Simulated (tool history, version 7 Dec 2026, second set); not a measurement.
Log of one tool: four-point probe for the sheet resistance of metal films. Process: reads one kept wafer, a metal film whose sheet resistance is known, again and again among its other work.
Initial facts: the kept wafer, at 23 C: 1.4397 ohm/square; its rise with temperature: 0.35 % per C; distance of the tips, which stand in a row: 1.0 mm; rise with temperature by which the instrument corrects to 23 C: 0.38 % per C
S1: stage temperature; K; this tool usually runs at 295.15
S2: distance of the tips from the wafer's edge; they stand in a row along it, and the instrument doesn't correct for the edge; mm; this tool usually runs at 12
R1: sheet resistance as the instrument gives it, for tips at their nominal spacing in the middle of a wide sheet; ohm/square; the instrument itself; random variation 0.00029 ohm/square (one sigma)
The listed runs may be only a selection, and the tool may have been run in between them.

run 1 hour=0.0 | S1=295.15 S2=12 | R1=1.445274
run 2 hour=39.0 | S1=295.15 S2=12 | R1=1.445064
-- hour=88.5 new probe head fitted
run 3 hour=91.7 | S1=295.15 S2=12 | R1=1.445814
run 4 hour=151.4 | S1=295.15 S2=12 | R1=1.445388
run 5 hour=204.6 | S1=295.15 S2=24 | R1=1.441135
run 6 hour=252.0 | S1=295.15 S2=24 | R1=1.441428
run 7 hour=288.2 | S1=303.15 S2=24 | R1=1.437693
run 8 hour=347.1 | S1=303.15 S2=24 | R1=1.436867
run 9 hour=376.3 | S1=295.15 S2=14 | R1=1.443874
run 10 hour=410.7 | S1=295.15 S2=14 | R1=1.443689
run 11 hour=445.2 | S1=295.15 S2=14 | R1=1.443315
run 12 hour=496.8 | S1=295.15 S2=14 | R1=1.444027
run 13 hour=547.4 | S1=295.15 S2=14 | R1=1.444256
run 14 hour=596.3 | S1=295.15 S2=14 | R1=1.443743
run 15 hour=642.4 | S1=295.15 S2=14 | R1=1.443588
run 16 hour=695.9 | S1=295.15 S2=14 | R1=1.444084
run 17 hour=721.4 | S1=295.15 S2=12 | R1=1.445458
run 18 hour=776.5 | S1=295.15 S2=12 | R1=1.445356
run 19 hour=826.4 | S1=295.15 S2=12 | R1=1.445247
run 20 hour=869.6 | S1=295.15 S2=12 | R1=1.445555
run 21 hour=927.7 | S1=295.15 S2=12 | R1=1.445028
run 22 hour=981.1 | S1=304.15 S2=12 | R1=1.441314
run 23 hour=1030.9 | S1=295.15 S2=12 | R1=1.445276
run 24 hour=1064.6 | S1=295.15 S2=12 | R1=1.445464
run 25 hour=1116.4 | S1=293.15 S2=4 | R1=1.487898
run 26 hour=1154.8 | S1=293.15 S2=4 | R1=1.487865
run 27 hour=1191.4 | S1=293.15 S2=4 | R1=1.487971
run 28 hour=1251.3 | S1=293.15 S2=4 | R1=1.488077
run 29 hour=1303.3 | S1=293.15 S2=4 | R1=1.487700
run 30 hour=1362.4 | S1=293.15 S2=4 | R1=1.487976
run 31 hour=1418.7 | S1=305.15 S2=9 | R1=1.444539
run 32 hour=1444.7 | S1=302.15 S2=12 | R1=1.442219
run 33 hour=1483.2 | S1=302.15 S2=12 | R1=1.441574
run 34 hour=1541.1 | S1=302.15 S2=12 | R1=1.441977
run 35 hour=1577.8 | S1=291.15 S2=10 | R1=1.449816
run 36 hour=1637.5 | S1=294.15 S2=10 | R1=1.448344
run 37 hour=1692.0 | S1=294.15 S2=10 | R1=1.448162
run 38 hour=1749.3 | S1=294.15 S2=47 | R1=1.441186
run 39 hour=1782.9 | S1=303.15 S2=7 | R1=1.451503
run 40 hour=1821.0 | S1=303.15 S2=7 | R1=1.450981
-- hour=1853.6 stage's thermometer calibrated
run 41 hour=1872.9 | S1=295.15 S2=44 | R1=1.439892
run 42 hour=1920.8 | S1=298.15 S2=51 | R1=1.438880
run 43 hour=1967.7 | S1=303.15 S2=22 | R1=1.437138
run 44 hour=2006.9 | S1=298.15 S2=6 | R1=1.460046
run 45 hour=2044.0 | S1=300.15 S2=5 | R1=1.467597
run 46 hour=2102.0 | S1=295.15 S2=29 | R1=1.441223

Branching from run 46: 3 alternative next runs. What would each branch give?
run A hour=2153.4 | S1=304.15 S2=12 | R1=?
run B hour=2153.4 | S1=295.15 S2=71 | R1=?
run C hour=2153.4 | S1=307.15 S2=18 | R1=?

run=A R1=1.440968
run=B R1=1.440736
run=C R1=1.436417
Take away the tool's hidden state, keep each run's random variation, and the runs would have read:
run=A R1=1.441211
run=B R1=1.440979
run=C R1=1.436659

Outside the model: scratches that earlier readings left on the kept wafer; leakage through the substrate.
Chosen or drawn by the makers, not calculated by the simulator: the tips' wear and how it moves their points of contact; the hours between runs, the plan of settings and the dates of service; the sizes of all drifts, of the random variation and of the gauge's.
